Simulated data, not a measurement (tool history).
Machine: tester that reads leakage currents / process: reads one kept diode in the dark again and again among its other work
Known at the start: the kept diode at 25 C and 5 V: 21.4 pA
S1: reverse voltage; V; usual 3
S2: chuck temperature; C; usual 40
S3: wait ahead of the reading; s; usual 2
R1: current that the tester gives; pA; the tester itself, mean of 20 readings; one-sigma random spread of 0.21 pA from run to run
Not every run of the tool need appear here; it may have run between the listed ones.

Run 1, day 0: usual settings. Result: R1 73.49 pA.
Run 2, day 0.579: usual settings. Result: R1 73.67 pA.
Run 3, day 1.192: usual settings. Result: R1 73.21 pA.
Run 4, day 2.342: usual settings but S1 14.67 V. Result: R1 175.58 pA.
Run 5, day 3.525: usual settings but S1 14.67 V. Result: R1 175.89 pA.
Run 6, day 4.171: usual settings but S1 14.67 V, S2 34 C. Result: R1 113.29 pA.
Run 7, day 5.088: usual settings but S1 14.67 V, S2 34 C. Result: R1 113.67 pA.
Run 8, day 6.162: usual settings. Result: R1 73.96 pA.
Run 9, day 7.379: usual settings. Result: R1 74.58 pA.
Run 10, day 7.917: usual settings. Result: R1 74.61 pA.
Run 11, day 9.112: usual settings. Result: R1 74.7 pA.
Run 12, day 10.404: usual settings but S2 29 C. Result: R1 30.82 pA.
Run 13, day 11.121: usual settings but S2 29 C. Result: R1 30.95 pA.
Run 14, day 11.738: usual settings but S1 2.18 V. Result: R1 63.5 pA.
Run 15, day 12.329: usual settings but S1 2.18 V. Result: R1 63.93 pA.
Run 16, day 12.992: usual settings but S1 2.18 V. Result: R1 63.96 pA.
Run 17, day 13.983: usual settings but S1 3.55 V, S3 0.31 s. Result: R1 85.9 pA.
Run 18, day 14.671: usual settings but S1 2.43 V, S2 28 C, S3 0.51 s. Result: R1 26.65 pA.
Run 19, day 15.383: usual settings but S1 2.43 V, S2 28 C, S3 0.51 s. Result: R1 26.72 pA.
Run 20, day 16.433: usual settings but S1 2.43 V, S2 28 C, S3 0.51 s. Result: R1 26.59 pA.
Run 21, day 17.117: usual settings but S1 16.45 V, S2 24 C, S3 6.8 s. Result: R1 64.9 pA.
Run 22, day 17.867: usual settings but S1 1.28 V, S3 0.42 s. Result: R1 49.43 pA.
Run 23, day 19.054: usual settings but S1 1.28 V, S3 0.42 s. Result: R1 49.33 pA.
Run 24, day 19.675: usual settings but S1 1.72 V, S2 33 C, S3 1.02 s. Result: R1 32.07 pA.
Run 25, day 20.667: usual settings but S1 16.39 V, S3 7.93 s. Result: R1 194.53 pA.
Run 26, day 21.883: usual settings but S3 0.65 s. Result: R1 77.7 pA.
Run 27, day 22.821: usual settings but S2 38 C, S3 0.65 s. Result: R1 66.41 pA.
Run 28, day 23.629: usual settings but S1 2.41 V, S2 30 C, S3 2.75 s. Result: R1 30.43 pA.

Here are 5 independent what-if runs from the current tool condition. What would each one return?
Run A, day 24.217: usual settings but S1 1.16 V, S2 55 C. Result: R1 ?.
Run B, day 24.217: usual settings but S1 3.13 V, S2 30 C, S3 2.95 s. Result: R1 ?.
Run C, day 24.217: usual settings but S2 45 C. Result: R1 ?.
Run D, day 24.217: usual settings but S1 2.02 V, S2 56 C. Result: R1 ?.
Run E, day 24.217: usual settings but S1 2.69 V, S2 31 C, S3 6.05 s. Result: R1 ?.

run      R1
  A  158.98
  B   35.21
  C  115.64
  D  226.67
  E   34.96
Stripped of hidden state, with their random variation kept, the same runs would have yielded:
run      R1
  A  146.72
  B   27.63
  C  102.87
  D   208.7
  E   28.07
